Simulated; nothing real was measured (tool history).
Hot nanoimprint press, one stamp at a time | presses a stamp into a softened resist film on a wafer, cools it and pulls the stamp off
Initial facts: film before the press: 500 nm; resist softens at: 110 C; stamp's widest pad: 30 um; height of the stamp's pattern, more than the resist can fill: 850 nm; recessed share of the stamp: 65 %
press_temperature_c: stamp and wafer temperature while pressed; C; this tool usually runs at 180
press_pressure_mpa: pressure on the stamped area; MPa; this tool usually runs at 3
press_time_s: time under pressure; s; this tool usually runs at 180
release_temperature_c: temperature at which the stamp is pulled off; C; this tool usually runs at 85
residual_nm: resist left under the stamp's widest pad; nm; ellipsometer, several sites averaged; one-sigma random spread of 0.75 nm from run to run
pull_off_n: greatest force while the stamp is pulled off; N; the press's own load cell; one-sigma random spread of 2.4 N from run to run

{"run": 1, "hour": 0.0, "press_temperature_c": 180, "press_pressure_mpa": 3, "press_time_s": 180, "release_temperature_c": 85, "residual_nm": 204.1, "pull_off_n": 215}
{"run": 2, "hour": 43.8, "press_temperature_c": 180, "press_pressure_mpa": 3, "press_time_s": 180, "release_temperature_c": 85, "residual_nm": 205.8, "pull_off_n": 220}
{"run": 3, "hour": 83.8, "press_temperature_c": 180, "press_pressure_mpa": 3, "press_time_s": 180, "release_temperature_c": 85, "residual_nm": 206.6, "pull_off_n": 224}
{"run": 4, "hour": 139.4, "press_temperature_c": 180, "press_pressure_mpa": 3, "press_time_s": 180, "release_temperature_c": 85, "residual_nm": 206.5, "pull_off_n": 232}
{"run": 5, "hour": 193.5, "press_temperature_c": 180, "press_pressure_mpa": 3, "press_time_s": 180, "release_temperature_c": 85, "residual_nm": 209.8, "pull_off_n": 239}
{"run": 6, "hour": 230.9, "press_temperature_c": 179, "press_pressure_mpa": 3, "press_time_s": 180, "release_temperature_c": 85, "residual_nm": 221.4, "pull_off_n": 240}
{"hour": 256.1, "done": "stamp cleaned and given a new release coat"}
{"run": 7, "hour": 266.0, "press_temperature_c": 179, "press_pressure_mpa": 3, "press_time_s": 180, "release_temperature_c": 85, "residual_nm": 221.8, "pull_off_n": 219}
{"run": 8, "hour": 308.3, "press_temperature_c": 179, "press_pressure_mpa": 3, "press_time_s": 180, "release_temperature_c": 85, "residual_nm": 221.7, "pull_off_n": 222}
{"run": 9, "hour": 362.6, "press_temperature_c": 179, "press_pressure_mpa": 3, "press_time_s": 180, "release_temperature_c": 85, "residual_nm": 223.2, "pull_off_n": 227}
{"run": 10, "hour": 400.4, "press_temperature_c": 179, "press_pressure_mpa": 3, "press_time_s": 180, "release_temperature_c": 85, "residual_nm": 224.2, "pull_off_n": 228}
{"run": 11, "hour": 429.8, "press_temperature_c": 171, "press_pressure_mpa": 3, "press_time_s": 227, "release_temperature_c": 77, "residual_nm": 310.5, "pull_off_n": 283}
{"run": 12, "hour": 471.8, "press_temperature_c": 171, "press_pressure_mpa": 3, "press_time_s": 227, "release_temperature_c": 77, "residual_nm": 307.9, "pull_off_n": 289}
{"run": 13, "hour": 504.8, "press_temperature_c": 171, "press_pressure_mpa": 3, "press_time_s": 140, "release_temperature_c": 77, "residual_nm": 354.6, "pull_off_n": 294}
{"run": 14, "hour": 533.8, "press_temperature_c": 171, "press_pressure_mpa": 3, "press_time_s": 140, "release_temperature_c": 77, "residual_nm": 352.1, "pull_off_n": 299}
{"hour": 560.1, "done": "stamp cleaned and given a new release coat"}
{"run": 15, "hour": 568.9, "press_temperature_c": 171, "press_pressure_mpa": 2.5, "press_time_s": 140, "release_temperature_c": 77, "residual_nm": 370.3, "pull_off_n": 264}
{"hour": 594.1, "done": "plate thermocouple calibrated"}
{"run": 16, "hour": 634.4, "press_temperature_c": 175, "press_pressure_mpa": 3.55, "press_time_s": 184, "release_temperature_c": 85, "residual_nm": 251.8, "pull_off_n": 223}
{"run": 17, "hour": 675.4, "press_temperature_c": 175, "press_pressure_mpa": 3.55, "press_time_s": 184, "release_temperature_c": 85, "residual_nm": 252.7, "pull_off_n": 224}
{"run": 18, "hour": 721.7, "press_temperature_c": 173, "press_pressure_mpa": 3.54, "press_time_s": 180, "release_temperature_c": 85, "residual_nm": 282.4, "pull_off_n": 224}
{"hour": 743.1, "done": "press's hydraulic seals changed and the load cell set to zero"}
{"run": 19, "hour": 787.8, "press_temperature_c": 179, "press_pressure_mpa": 3.13, "press_time_s": 127, "release_temperature_c": 84, "residual_nm": 249.8, "pull_off_n": 244}

What if the next run were any one of these 4? Each begins from the tool's condition after run 19:
{"run": "A", "hour": 835.1, "press_temperature_c": 183, "press_pressure_mpa": 3.13, "press_time_s": 127, "release_temperature_c": 84, "residual_nm": "?", "pull_off_n": "?"}
{"run": "B", "hour": 835.1, "press_temperature_c": 175, "press_pressure_mpa": 3, "press_time_s": 320, "release_temperature_c": 85, "residual_nm": "?", "pull_off_n": "?"}
{"run": "C", "hour": 835.1, "press_temperature_c": 176, "press_pressure_mpa": 3.13, "press_time_s": 127, "release_temperature_c": 84, "residual_nm": "?", "pull_off_n": "?"}
{"run": "D", "hour": 835.1, "press_temperature_c": 179, "press_pressure_mpa": 2.22, "press_time_s": 127, "release_temperature_c": 84, "residual_nm": "?", "pull_off_n": "?"}

run=A residual_nm=203.3 pull_off_n=249
run=B residual_nm=221.2 pull_off_n=239
run=C residual_nm=286.9 pull_off_n=248
run=D residual_nm=285.7 pull_off_n=248
With the hidden condition removed and each run's random variation left untouched, the same runs would have given:
run=A residual_nm=198.5 pull_off_n=220
run=B residual_nm=215.6 pull_off_n=211
run=C residual_nm=280.8 pull_off_n=219
run=D residual_nm=279.8 pull_off_n=219

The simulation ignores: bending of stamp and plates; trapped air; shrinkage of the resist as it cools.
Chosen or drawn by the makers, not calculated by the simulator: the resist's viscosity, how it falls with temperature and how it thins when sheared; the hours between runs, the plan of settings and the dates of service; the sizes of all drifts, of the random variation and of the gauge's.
